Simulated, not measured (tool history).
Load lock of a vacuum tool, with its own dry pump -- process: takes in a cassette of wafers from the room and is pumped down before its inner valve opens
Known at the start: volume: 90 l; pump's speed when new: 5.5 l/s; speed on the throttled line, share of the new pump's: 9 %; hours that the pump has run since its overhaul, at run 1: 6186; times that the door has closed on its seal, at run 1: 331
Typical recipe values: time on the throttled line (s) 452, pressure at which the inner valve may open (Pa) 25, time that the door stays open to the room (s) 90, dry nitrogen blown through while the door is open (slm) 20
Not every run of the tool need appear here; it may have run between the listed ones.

run,hour,time on the throttled line (s),pressure at which the inner valve may open (Pa),time that the door stays open to the room (s),dry nitrogen blown through while the door is open (slm),hours that the pump has run since its overhaul,times that the door has closed on its seal,"incoming humidity of the room's air, %",time from the closed door until the inner valve may open (s),rise of the pressure with all valves shut (Pa/min)
1,0.0,452,25,90,20,6186,331,44.4,546.5,0.036
2,74.7,452,25,90,20,6261,636,42.5,547.1,0.033
3,197.5,452,25,90,20,6383,1138,46.5,553.7,0.036
4,288.7,452,25,90,20,6475,1510,43.2,546.2,0.036
5,419.8,452,23,90,20,6606,2046,46.1,547.0,0.035
6,566.7,806,25,90,20,6753,2646,45.3,873.3,0.037
7,737.3,806,25,90,20,6923,3343,45.2,868.3,0.038
8,814.8,452,25,90,20,7001,3660,42.7,550.1,0.028
9,923.3,311,25,100,9,7109,4103,44.2,424.0,0.045
10,1062.5,254,18,121,20,7248,4671,45.8,374.9,0.040
11,1162.2,254,18,121,20,7348,5079,45.4,374.8,0.043
12,1283.1,602,36,47,6,7469,5573,41.6,682.7,0.038

What will run 13 give?
13,1411.6,309,25,90,8,7598,6098,44.5,?,?

{"run 13": {"time from the closed door until the inner valve may open (s)": 420.0, "rise of the pressure with all valves shut (Pa/min)": 0.046}}
Were there no unlogged condition in the tool, this run, its random variation unchanged, would have produced time from the closed door until the inner valve may open (s) 419.8, rise of the pressure with all valves shut (Pa/min) 0.046.

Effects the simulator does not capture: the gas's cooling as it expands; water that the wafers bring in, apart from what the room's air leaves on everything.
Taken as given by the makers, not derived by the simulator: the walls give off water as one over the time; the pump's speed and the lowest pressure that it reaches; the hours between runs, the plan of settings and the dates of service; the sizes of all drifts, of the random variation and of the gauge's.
